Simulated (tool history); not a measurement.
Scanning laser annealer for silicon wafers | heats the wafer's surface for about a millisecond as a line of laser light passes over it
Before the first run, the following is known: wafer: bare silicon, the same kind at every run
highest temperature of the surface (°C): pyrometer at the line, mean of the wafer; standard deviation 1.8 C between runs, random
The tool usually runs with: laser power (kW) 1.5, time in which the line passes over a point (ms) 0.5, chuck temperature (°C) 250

| run | hour | laser power (kW) | time in which the line passes over a point (ms) | chuck temperature (°C) | highest temperature of the surface (°C) |
|---|---|---|---|---|---|
| 1 | 0 | 1.5 | 0.5 | 250 | 1043 |
| 2 | 33.5 | 1.5 | 0.5 | 250 | 1044 |
| 3 | 72.2 | 1.5 | 0.5 | 250 | 1040 |
| 4 | 114 | 1.5 | 0.5 | 250 | 1039 |
| 5 | 161.9 | 1.368 | 0.5 | 250 | 964 |
| 6 | 194 | 1.5 | 0.5 | 253 | 1037 |
| 7 | 251.1 | 1.5 | 0.5 | 253 | 1036 |
| 8 | 304.2 | 1.5 | 0.5 | 250 | 1031 |
| 9 | 354.4 | 1.5 | 0.5 | 249 | 1026 |
| 10 | 405.7 | 1.5 | 0.5 | 249 | 1026 |
| 11 | 450.5 | 1.5 | 0.5 | 275 | 1052 |
| 12 | 501.1 | 1.5 | 0.5 | 275 | 1044 |
| 13 | 572.5 | 1.519 | 0.424 | 246 | 972 |
| 14 | 630.8 | 1.519 | 0.424 | 246 | 973 |
| 15 | 678.6 | 1.579 | 0.444 | 250 | 1016 |
| 16 | 742.4 | 1.491 | 0.557 | 254 | 1050 |
| 17 | 773.2 | 1.386 | 0.433 | 264 | 921 |
|  | 826.6 | window over the wafer cleaned |
| 18 | 826.6 | 1.386 | 0.433 | 264 | 951 |
| 19 | 877.6 | 1.508 | 0.446 | 213 | 965 |
| 20 | 942.6 | 1.5 | 0.376 | 270 | 963 |
| 21 | 985.8 | 1.5 | 0.376 | 270 | 961 |
| 22 | 1031.1 | 1.5 | 0.432 | 270 | 1006 |
| 23 | 1082.5 | 1.54 | 0.5 | 251 | 1052 |
| 24 | 1139 | 1.526 | 0.5 | 251 | 1040 |

Here are 4 independent what-if runs from the current tool condition. What would each one return?
| A | 1175.6 | 1.5 | 0.393 | 234 | ? |
| B | 1175.6 | 1.5 | 0.559 | 250 | ? |
| C | 1175.6 | 1.413 | 0.5 | 250 | ? |
| D | 1175.6 | 1.513 | 0.524 | 249 | ? |

| run | highest temperature of the surface (°C) |
|---|---|
| A | 930 |
| B | 1061 |
| C | 982 |
| D | 1048 |
Take away the tool's hidden state, keep each run's random variation, and the runs would have read:
| run | highest temperature of the surface (°C) |
|---|---|
| A | 953 |
| B | 1087 |
| C | 1006 |
| D | 1074 |
